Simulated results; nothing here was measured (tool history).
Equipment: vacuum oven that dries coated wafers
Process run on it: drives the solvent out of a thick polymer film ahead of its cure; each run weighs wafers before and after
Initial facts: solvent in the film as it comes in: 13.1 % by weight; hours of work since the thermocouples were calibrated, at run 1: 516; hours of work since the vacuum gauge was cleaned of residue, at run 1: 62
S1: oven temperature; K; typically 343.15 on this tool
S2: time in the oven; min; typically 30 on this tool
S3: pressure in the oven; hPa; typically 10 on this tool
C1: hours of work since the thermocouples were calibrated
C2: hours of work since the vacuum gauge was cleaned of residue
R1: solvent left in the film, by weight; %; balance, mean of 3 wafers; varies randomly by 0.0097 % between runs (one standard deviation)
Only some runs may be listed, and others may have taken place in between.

| run | hour | S1 | S2 | S3 | C1 | C2 | R1 |
|---|---|---|---|---|---|---|---|
| 1 | 0 | 343.15 | 30 | 10 | 516 | 62 | 1.314 |
| 2 | 5.5 | 343.15 | 30 | 6.2 | 519 | 65 | 1.217 |
| 3 | 15.6 | 343.15 | 30 | 10 | 525 | 70 | 1.286 |
| 4 | 27.5 | 343.15 | 30 | 10 | 531 | 76 | 1.304 |
| 5 | 33.9 | 343.15 | 30 | 10 | 534 | 80 | 1.291 |
| 6 | 45.3 | 343.15 | 30 | 10 | 540 | 86 | 1.291 |
| 7 | 57.6 | 343.15 | 30 | 10 | 547 | 93 | 1.299 |
| 8 | 63.1 | 343.15 | 25 | 10 | 550 | 95 | 1.793 |
| 9 | 69.2 | 343.15 | 25 | 10 | 553 | 99 | 1.768 |
| 10 | 80.5 | 343.15 | 20 | 10 | 559 | 105 | 2.474 |
| 11 | 93.5 | 343.15 | 20 | 10 | 566 | 112 | 2.475 |
| 12 | 98.9 | 341.15 | 30 | 10 | 569 | 114 | 1.55 |
| 13 | 107.1 | 341.15 | 23 | 10 | 573 | 119 | 2.343 |
| 14 | 117.8 | 341.15 | 23 | 10 | 579 | 125 | 2.346 |
| 15 | 126.6 | 341.15 | 23 | 10 | 584 | 129 | 2.334 |
| 16 | 137.6 | 341.15 | 23 | 10 | 589 | 135 | 2.334 |
| 17 | 144.9 | 343.15 | 40 | 10 | 593 | 139 | 0.733 |
| 18 | 153.5 | 343.15 | 15 | 10 | 598 | 144 | 3.504 |
| 19 | 160.3 | 347.15 | 30 | 10 | 602 | 147 | 0.866 |
| 20 | 173 | 347.15 | 31 | 6 | 608 | 154 | 0.726 |
| 21 | 183.5 | 347.15 | 31 | 6 | 614 | 159 | 0.726 |
| 22 | 194.6 | 348.15 | 35 | 14.2 | 620 | 165 | 0.642 |
| 23 | 203.3 | 348.15 | 35 | 14.2 | 624 | 170 | 0.649 |
| 24 | 213.2 | 348.15 | 35 | 14.2 | 630 | 175 | 0.636 |
| 25 | 224.7 | 334.15 | 24 | 36.9 | 636 | 181 | 4.194 |
| 26 | 235.7 | 334.15 | 27 | 36.9 | 642 | 187 | 3.804 |
| 27 | 247.2 | 334.15 | 27 | 36.9 | 648 | 193 | 3.791 |
| 28 | 252.8 | 350.15 | 16 | 10 | 651 | 196 | 2.099 |
| 29 | 260.4 | 350.15 | 16 | 10 | 655 | 200 | 2.092 |
| 30 | 272.5 | 350.15 | 16 | 10 | 661 | 207 | 2.09 |
| 31 | 284.1 | 350.15 | 16 | 8.3 | 667 | 213 | 2.06 |
| 32 | 289.8 | 331.15 | 19 | 13.6 | 670 | 216 | 5.028 |
| 33 | 295.4 | 331.15 | 19 | 13.6 | 673 | 219 | 4.99 |
| 34 | 305.3 | 331.15 | 19 | 13.6 | 679 | 224 | 5.02 |
| 35 | 314.8 | 330.15 | 30 | 10 | 684 | 229 | 3.401 |

Each row is a separate what-if for the run after 35, all from the same tool condition, not one after another. Results?
| A | 326 | 343.15 | 26 | 10 | 690 | 235 | ? |
| B | 326 | 329.15 | 39 | 10 | 690 | 235 | ? |
| C | 326 | 332.15 | 30 | 10 | 690 | 235 | ? |

| run | R1 |
|---|---|
| A | 1.633 |
| B | 2.673 |
| C | 3.022 |
With no hidden state in the tool, these same runs would have given:
| run | R1 |
|---|---|
| A | 1.804 |
| B | 2.896 |
| C | 3.254 |
